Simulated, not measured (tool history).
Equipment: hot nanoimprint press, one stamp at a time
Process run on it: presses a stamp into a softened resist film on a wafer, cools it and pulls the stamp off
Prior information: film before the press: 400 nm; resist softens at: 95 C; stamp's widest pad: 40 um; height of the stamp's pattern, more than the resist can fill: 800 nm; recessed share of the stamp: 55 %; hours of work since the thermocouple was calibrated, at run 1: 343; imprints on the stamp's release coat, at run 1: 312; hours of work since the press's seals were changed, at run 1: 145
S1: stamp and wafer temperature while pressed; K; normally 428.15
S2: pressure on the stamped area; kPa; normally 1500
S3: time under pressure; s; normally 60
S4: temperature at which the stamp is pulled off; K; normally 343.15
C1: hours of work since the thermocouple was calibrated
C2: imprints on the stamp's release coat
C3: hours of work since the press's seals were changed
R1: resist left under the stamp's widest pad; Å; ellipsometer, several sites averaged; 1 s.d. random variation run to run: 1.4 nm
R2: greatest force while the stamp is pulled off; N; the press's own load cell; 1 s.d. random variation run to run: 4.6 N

Run 1, hour 0.0: usual settings; C1 343; C2 312; C3 145. Result: R1 2331 Å, R2 245 N.
Run 2, hour 37.6: usual settings; C1 359; C2 410; C3 161. Result: R1 2348 Å, R2 257 N.
Run 3, hour 61.0: usual settings but S2 1100 kPa; C1 369; C2 471; C3 171. Result: R1 2598 Å, R2 272 N.
Run 4, hour 89.9: usual settings but S2 1100 kPa; C1 382; C2 546; C3 184. Result: R1 2612 Å, R2 278 N.
Run 5, hour 135.0: usual settings but S1 427.15 K; C1 401; C2 663; C3 203. Result: R1 2442 Å, R2 275 N.
Run 6, hour 165.3: usual settings but S1 427.15 K; C1 414; C2 742; C3 216. Result: R1 2454 Å, R2 284 N.
Run 7, hour 189.4: usual settings but S1 427.15 K; C1 424; C2 804; C3 226. Result: R1 2480 Å, R2 299 N.
Run 8, hour 226.6: usual settings but S1 427.15 K; C1 440; C2 901; C3 242. Result: R1 2494 Å, R2 317 N.
At hour 238.4: stamp cleaned and given a new release coat.
Run 9, hour 271.9: usual settings but S1 427.15 K, S2 940 kPa; C1 457; C2 87; C3 259. Result: R1 2880 Å, R2 235 N.
Run 10, hour 299.5: usual settings but S1 427.15 K, S2 940 kPa, S4 338.15 K; C1 468; C2 158; C3 270. Result: R1 2854 Å, R2 270 N.
At hour 305.1: plate thermocouple calibrated.
Run 11, hour 341.3: usual settings; C1 15; C2 259; C3 287. Result: R1 2484 Å, R2 255 N.
At hour 390.2: plate thermocouple calibrated, once more.
Run 12, hour 390.2: usual settings; C1 0; C2 378; C3 306. Result: R1 2215 Å, R2 260 N.
Run 13, hour 432.9: usual settings; C1 18; C2 489; C3 325. Result: R1 2220 Å, R2 276 N.
Run 14, hour 479.5: usual settings; C1 38; C2 610; C3 344. Result: R1 2230 Å, R2 274 N.
Run 15, hour 515.3: usual settings but S3 71 s; C1 53; C2 703; C3 360. Result: R1 2159 Å, R2 282 N.
Run 16, hour 562.6: usual settings but S4 348.15 K; C1 73; C2 826; C3 380. Result: R1 2262 Å, R2 263 N.
At hour 604.0: stamp cleaned and given a new release coat.
Run 17, hour 623.1: usual settings but S4 348.15 K; C1 97; C2 49; C3 403. Result: R1 2279 Å, R2 209 N.
Run 18, hour 650.1: usual settings but S2 1110 kPa; C1 108; C2 119; C3 415. Result: R1 2536 Å, R2 236 N.
Run 19, hour 696.0: usual settings but S2 1110 kPa; C1 128; C2 239; C3 434. Result: R1 2503 Å, R2 237 N.
Run 20, hour 729.9: usual settings but S2 1680 kPa; C1 142; C2 327; C3 449. Result: R1 2204 Å, R2 251 N.
Run 21, hour 781.5: usual settings but S1 418.15 K, S2 1680 kPa; C1 164; C2 461; C3 471. Result: R1 3212 Å, R2 258 N.
Run 22, hour 814.0: usual settings but S1 418.15 K, S2 1680 kPa; C1 178; C2 545; C3 484. Result: R1 3216 Å, R2 270 N.
Run 23, hour 863.3: usual settings but S1 418.15 K, S2 1680 kPa; C1 199; C2 673; C3 505. Result: R1 3255 Å, R2 279 N.
Run 24, hour 912.8: usual settings but S1 418.15 K, S2 1680 kPa; C1 220; C2 802; C3 527. Result: R1 3264 Å, R2 297 N.
Run 25, hour 947.2: usual settings but S1 418.15 K, S2 1680 kPa, S4 336.15 K; C1 235; C2 891; C3 541. Result: R1 3223 Å, R2 339 N.
At hour 962.5: stamp cleaned and given a new release coat.
Run 26, hour 1004.0: usual settings but S1 418.15 K, S2 1020 kPa, S3 61 s, S4 336.15 K; C1 256; C2 108; C3 563. Result: R1 3496 Å, R2 254 N.
Run 27, hour 1027.1: usual settings but S1 418.15 K, S2 1020 kPa, S3 61 s, S4 336.15 K; C1 266; C2 168; C3 573. Result: R1 3491 Å, R2 269 N.
Run 28, hour 1080.5: usual settings but S1 418.15 K, S2 1020 kPa, S3 61 s, S4 336.15 K; C1 289; C2 306; C3 595. Result: R1 3494 Å, R2 284 N.
At hour 1106.5: press's hydraulic seals changed and the load cell set to zero.
Run 29, hour 1128.2: usual settings but S1 418.15 K, S2 1020 kPa, S3 61 s, S4 336.15 K; C1 306; C2 409; C3 9. Result: R1 3475 Å, R2 292 N.

Each row is a separate what-if for the run after 29, all from the same tool condition, not one after another. Results?
Run A, hour 1162.7: usual settings but S1 418.15 K, S2 940 kPa, S3 61 s, S4 339.15 K; C1 321; C2 499; C3 24. Result: R1 ?, R2 ?.
Run B, hour 1162.7: usual settings but S1 418.15 K, S2 990 kPa; C1 321; C2 499; C3 24. Result: R1 ?, R2 ?.
Run C, hour 1162.7: usual settings but S1 422.15 K, S3 53 s; C1 321; C2 499; C3 24. Result: R1 ?, R2 ?.
Run D, hour 1162.7: usual settings but S1 433.15 K, S2 1020 kPa, S3 83 s, S4 338.15 K; C1 321; C2 499; C3 24. Result: R1 ?, R2 ?.
Run E, hour 1162.7: usual settings but S1 427.15 K, S4 347.15 K; C1 321; C2 499; C3 24. Result: R1 ?, R2 ?.

run    R1   R2
  A  3523  292
  B  3556  249
  C  3028  271
  D  1915  290
  E  2425  255
The same runs, with their run-to-run variation unchanged, on a tool lacking any hidden condition would have given:
run    R1   R2
  A  3439  245
  B  3469  208
  C  2901  227
  D  1799  243
  E  2290  213
